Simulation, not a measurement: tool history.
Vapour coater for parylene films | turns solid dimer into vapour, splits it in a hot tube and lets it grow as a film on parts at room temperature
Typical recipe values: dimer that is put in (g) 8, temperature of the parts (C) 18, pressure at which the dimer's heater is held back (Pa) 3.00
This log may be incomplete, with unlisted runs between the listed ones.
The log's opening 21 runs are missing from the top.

| run | hour | dimer that is put in (g) | temperature of the parts (C) | pressure at which the dimer's heater is held back (Pa) | hours of work since the trap's valve was overhauled | hours of work since the table's thermometer was calibrated | thickness of the film (µm) |
|---|---|---|---|---|---|---|---|
| 22 | 798.1 | 3 | 24 | 8.63 | 341 | 1699 | 0.81 |
| 23 | 831.0 | 3 | 24 | 8.63 | 368 | 1727 | 0.78 |
| 24 | 854.0 | 10 | 18 | 2.59 | 387 | 1746 | 3.74 |
| 25 | 890.6 | 10 | 18 | 2.59 | 417 | 1776 | 3.70 |
| 26 | 929.4 | 3 | 18 | 4.86 | 449 | 1808 | 0.98 |
| 27 | 969.7 | 3 | 18 | 4.86 | 483 | 1842 | 1.00 |
|  | 976.2 | trap's valve overhauled |
| 28 | 1009.1 | 7 | 27 | 4.81 | 27 | 1871 | 2.09 |
| 29 | 1057.9 | 8 | 18 | 5.98 | 68 | 1912 | 2.83 |
| 30 | 1098.2 | 5 | 27 | 6.84 | 101 | 1945 | 1.40 |
| 31 | 1149.1 | 7 | 27 | 6.84 | 143 | 1987 | 1.94 |
| 32 | 1199.7 | 7 | 27 | 6.84 | 185 | 2029 | 1.89 |
| 33 | 1249.8 | 7 | 24 | 7.63 | 227 | 2071 | 2.01 |
| 34 | 1277.1 | 7 | 24 | 2.44 | 250 | 2094 | 2.38 |

Alternative continuations, all from the tool just after run 34; predict every row:
| A | 1300.0 | 8 | 23 | 3.00 | 269 | 2113 | ? |
| B | 1300.0 | 7 | 24 | 2.49 | 269 | 2113 | ? |
| C | 1300.0 | 10 | 19 | 2.74 | 269 | 2113 | ? |
| D | 1300.0 | 7 | 24 | 4.44 | 269 | 2113 | ? |
| E | 1300.0 | 13 | 28 | 4.21 | 269 | 2113 | ? |

| run | thickness of the film (µm) |
|---|---|
| A | 2.71 |
| B | 2.40 |
| C | 3.73 |
| D | 2.15 |
| E | 3.67 |
With no hidden state in the tool, these same runs would have given:
| run | thickness of the film (µm) |
|---|---|
| A | 2.86 |
| B | 2.53 |
| C | 3.94 |
| D | 2.27 |
| E | 3.88 |
